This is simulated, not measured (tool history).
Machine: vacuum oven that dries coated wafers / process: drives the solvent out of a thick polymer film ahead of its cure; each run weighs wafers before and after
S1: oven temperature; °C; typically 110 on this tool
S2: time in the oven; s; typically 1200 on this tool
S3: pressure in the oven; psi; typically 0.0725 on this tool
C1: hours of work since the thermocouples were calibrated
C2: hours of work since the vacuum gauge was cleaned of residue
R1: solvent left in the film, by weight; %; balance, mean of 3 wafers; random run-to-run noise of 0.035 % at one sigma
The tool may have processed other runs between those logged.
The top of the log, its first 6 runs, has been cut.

run     day   S1    S2      S3    C1   C2    R1
  7   7.575  110  1200  0.0725  1573  219  1.11
  8   8.525  110  1200  0.0725  1584  230  1.06
  9   9.304  110  1200  0.0725  1592  238  1.16
 10  10.138  117  1200  0.0725  1602  248  0.53
     11.125  -- oven's thermocouples calibrated
 11  11.883  110  1200  0.0725     8  266  1.55
 12  13.371  110  1200  0.0606    25  282  1.48
 13  14.954  110  1200  0.0606    42  300  1.55
 14  15.812  110  1200  0.2448    52  310  2.36
 15  16.871  110  1200  0.2448    64  321  2.37
 16  17.771  110  1200  0.2448    74  331  2.35
 17  19.483  110  1200  0.2448    93  350  2.28
 18  20.279  110   840  0.0555   102  359  2.56
 19  21.258  108  1260  0.0532   112  370  1.68
 20      23  116  1560  0.1201   132  389  0.75
 21  23.783  116  1560  0.1201   140  398  0.68
 22  24.971  116  1140  0.0725   154  411  0.92
 23  26.046  116  1140  0.0725   165  423  0.87
 24  27.738  116   840   0.239   184  442  2.03
 25  28.592   95  1140   0.221   194  451  6.23
 26  29.404   95  1140   0.221   203  460  6.17
 27  31.133  110  1980   0.265   222  479  1.64
 28  32.754  112  1020  0.1476   240  497  1.91
 29  33.533  121   660  0.1041   249  506   1.4
 30  35.262  112  1380  0.0725   268  525  0.98

Each row is a separate what-if for the run after 30, all from the same tool condition, not one after another. Results?
  A  36.646  105  1740  0.0725  283  541   ?
  B  36.646  113  1020  0.0725  283  541   ?
  C  36.646  116  1380   0.038  283  541   ?

run    R1
  A  1.48
  B  1.49
  C  0.52
Stripped of hidden state, with their random variation kept, the same runs would have yielded:
run    R1
  A   1.4
  B  1.46
  C  0.43
